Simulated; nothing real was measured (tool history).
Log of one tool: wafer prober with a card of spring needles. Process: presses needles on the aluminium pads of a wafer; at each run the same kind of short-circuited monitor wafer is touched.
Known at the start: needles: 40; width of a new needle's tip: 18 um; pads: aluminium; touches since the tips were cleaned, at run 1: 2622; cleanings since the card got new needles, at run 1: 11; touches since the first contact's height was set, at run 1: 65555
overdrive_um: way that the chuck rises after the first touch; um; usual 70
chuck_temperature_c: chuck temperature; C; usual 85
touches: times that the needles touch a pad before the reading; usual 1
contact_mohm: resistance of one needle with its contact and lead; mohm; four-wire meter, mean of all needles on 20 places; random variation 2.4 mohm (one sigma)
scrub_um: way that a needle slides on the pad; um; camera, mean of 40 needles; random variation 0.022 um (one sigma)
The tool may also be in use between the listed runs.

| run | hour | overdrive_um | chuck_temperature_c | touches | touches since the tips were cleaned | cleanings since the card got new needles | touches since the first contact's height was set | contact_mohm | scrub_um |
|---|---|---|---|---|---|---|---|---|---|
| 1 | 0 | 70 | 85 | 1 | 2622 | 11 | 65555 | 268 | 19.09 |
|  | 5.8 | tips cleaned on abrasive film |
|  | 16.3 | tips cleaned on abrasive film |
|  | 27.1 | tips cleaned on abrasive film |
| 2 | 30.4 | 70 | 85 | 1 | 1737 | 14 | 81342 | 270 | 19.14 |
|  | 36.8 | tips cleaned on abrasive film |
| 3 | 46.1 | 70 | 85 | 1 | 4858 | 15 | 89469 | 268 | 19.11 |
|  | 48.5 | tips cleaned on abrasive film |
|  | 59.5 | tips cleaned on abrasive film |
| 4 | 67.1 | 70 | 85 | 1 | 3946 | 17 | 100365 | 264 | 19.11 |
|  | 69.1 | tips cleaned on abrasive film |
|  | 73.5 | height of the first contact set anew |
|  | 80.5 | tips cleaned on abrasive film |
|  | 91.2 | tips cleaned on abrasive film |
| 5 | 95.7 | 70 | 85 | 1 | 2334 | 20 | 11511 | 267 | 19.18 |
|  | 101.9 | tips cleaned on abrasive film |
|  | 113.5 | tips cleaned on abrasive film |
|  | 123.4 | tips cleaned on abrasive film |
| 6 | 123.4 | 70 | 56 | 1 | 0 | 23 | 25862 | 259 | 19.18 |
|  | 134.5 | tips cleaned on abrasive film |
| 7 | 140 | 70 | 56 | 1 | 2901 | 24 | 34530 | 260 | 19.19 |
|  | 144.8 | tips cleaned on abrasive film |
|  | 154.4 | tips cleaned on abrasive film |
| 8 | 159.9 | 82 | 85 | 1 | 2899 | 26 | 44847 | 265 | 22.53 |
|  | 164.6 | tips cleaned on abrasive film |
|  | 176.4 | tips cleaned on abrasive film |
|  | 187.1 | tips cleaned on abrasive film |
| 9 | 189.7 | 82 | 85 | 1 | 1403 | 29 | 60320 | 259 | 22.5 |
|  | 196.7 | tips cleaned on abrasive film |
|  | 207.5 | tips cleaned on abrasive film |
|  | 219.1 | tips cleaned on abrasive film |
| 10 | 227.2 | 82 | 85 | 1 | 4208 | 32 | 79768 | 263 | 22.56 |
|  | 229.6 | tips cleaned on abrasive film |
|  | 239.7 | tips cleaned on abrasive film |
| 11 | 243.6 | 82 | 85 | 1 | 2064 | 34 | 88285 | 263 | 22.52 |
|  | 250.4 | tips cleaned on abrasive film |
|  | 261.5 | tips cleaned on abrasive film |
|  | 271.8 | tips cleaned on abrasive film |
|  | 272.1 | height of the first contact set anew |
| 12 | 278.7 | 70 | 85 | 1 | 3480 | 37 | 3480 | 271 | 19.29 |
|  | 283 | tips cleaned on abrasive film |
|  | 293.8 | tips cleaned on abrasive film |
| 13 | 296.9 | 70 | 85 | 1 | 1624 | 39 | 12920 | 265 | 19.27 |
|  | 303.4 | tips cleaned on abrasive film |
|  | 314.2 | tips cleaned on abrasive film |
| 14 | 314.2 | 70 | 85 | 1 | 0 | 41 | 21874 | 269 | 19.26 |
|  | 324.1 | tips cleaned on abrasive film |
|  | 334.8 | tips cleaned on abrasive film |
|  | 346.5 | tips cleaned on abrasive film |
| 15 | 347.3 | 70 | 85 | 1 | 372 | 44 | 39016 | 265 | 19.29 |
|  | 356.6 | tips cleaned on abrasive film |
|  | 367.5 | tips cleaned on abrasive film |
| 16 | 372.8 | 62 | 56 | 1 | 2762 | 46 | 52272 | 258 | 17.1 |
|  | 377.5 | tips cleaned on abrasive film |
|  | 388.1 | tips cleaned on abrasive film |
| 17 | 388.1 | 51 | 59 | 2 | 0 | 48 | 60226 | 270 | 14.06 |
|  | 399.3 | tips cleaned on abrasive film |
|  | 409.9 | tips cleaned on abrasive film |
|  | 420.8 | tips cleaned on abrasive film |
| 18 | 421.8 | 65 | 97 | 2 | 524 | 51 | 77717 | 270 | 17.93 |
|  | 430.8 | tips cleaned on abrasive film |
|  | 440.9 | tips cleaned on abrasive film |
|  | 451.4 | tips cleaned on abrasive film |
| 19 | 456 | 55 | 97 | 2 | 2430 | 54 | 95464 | 278 | 15.2 |
|  | 461.5 | tips cleaned on abrasive film |
|  | 470.9 | tips cleaned on abrasive film |
|  | 471.2 | height of the first contact set anew |
|  | 482.6 | tips cleaned on abrasive film |
|  | 493.3 | tips cleaned on abrasive film |
| 20 | 494.4 | 55 | 97 | 2 | 546 | 58 | 12038 | 283 | 15.22 |
|  | 503.4 | tips cleaned on abrasive film |
|  | 513.4 | tips cleaned on abrasive film |
| 21 | 513.4 | 80 | 105 | 2 | 0 | 60 | 21883 | 272 | 22.17 |
|  | 524.5 | tips cleaned on abrasive film |
|  | 536.1 | tips cleaned on abrasive film |
| 22 | 536.6 | 78 | 46 | 3 | 287 | 62 | 33975 | 253 | 21.65 |
|  | 547.7 | tips cleaned on abrasive film |
|  | 558.1 | tips cleaned on abrasive film |
| 23 | 562.2 | 82 | 85 | 3 | 2159 | 64 | 47255 | 263 | 22.78 |
|  | 568.5 | tips cleaned on abrasive film |
| 24 | 577.5 | 82 | 66 | 3 | 4705 | 65 | 55217 | 261 | 22.77 |
|  | 579.9 | tips cleaned on abrasive film |
|  | 589.6 | tips cleaned on abrasive film |
|  | 600.6 | tips cleaned on abrasive film |
| 25 | 606.1 | 87 | 30 | 1 | 2882 | 68 | 70041 | 246 | 24.2 |
|  | 610.8 | tips cleaned on abrasive film |
|  | 621.9 | tips cleaned on abrasive film |
| 26 | 629.9 | 76 | 79 | 1 | 4197 | 70 | 82403 | 266 | 21.15 |
|  | 632.3 | tips cleaned on abrasive film |
|  | 643.2 | tips cleaned on abrasive film |
|  | 654.8 | tips cleaned on abrasive film |
|  | 665.7 | tips cleaned on abrasive film |
| 27 | 667 | 58 | 39 | 1 | 661 | 74 | 101634 | 259 | 16.15 |
|  | 669.6 | height of the first contact set anew |
|  | 677.4 | tips cleaned on abrasive film |
|  | 687.2 | tips cleaned on abrasive film |
| 28 | 688.8 | 71 | 40 | 2 | 843 | 76 | 9922 | 253 | 19.75 |
|  | 697.1 | tips cleaned on abrasive film |
|  | 707.9 | tips cleaned on abrasive film |
| 29 | 712.4 | 71 | 40 | 2 | 2362 | 78 | 22214 | 257 | 19.78 |

4 ways to go on from here, each from the tool as it stands after run 29. What would each give?
|  | 719.3 | tips cleaned on abrasive film |
|  | 730.9 | tips cleaned on abrasive film |
|  | 741.7 | tips cleaned on abrasive film |
| A | 745.2 | 58 | 85 | 3 | 1835 | 81 | 39189 | ? | ? |
|  | 719.3 | tips cleaned on abrasive film |
|  | 730.9 | tips cleaned on abrasive film |
|  | 741.7 | tips cleaned on abrasive film |
| B | 745.2 | 73 | 123 | 1 | 1835 | 81 | 39189 | ? | ? |
|  | 719.3 | tips cleaned on abrasive film |
|  | 730.9 | tips cleaned on abrasive film |
|  | 741.7 | tips cleaned on abrasive film |
| C | 745.2 | 70 | 85 | 2 | 1835 | 81 | 39189 | ? | ? |
|  | 719.3 | tips cleaned on abrasive film |
|  | 730.9 | tips cleaned on abrasive film |
|  | 741.7 | tips cleaned on abrasive film |
| D | 745.2 | 71 | 122 | 2 | 1835 | 81 | 39189 | ? | ? |

| run | contact_mohm | scrub_um |
|---|---|---|
| A | 276 | 16.19 |
| B | 278 | 20.4 |
| C | 269 | 19.5 |
| D | 276 | 19.79 |
Without the tool's hidden state the same runs would have given:
| run | contact_mohm | scrub_um |
|---|---|---|
| A | 276 | 15.86 |
| B | 277 | 19.98 |
| C | 269 | 19.1 |
| D | 276 | 19.38 |
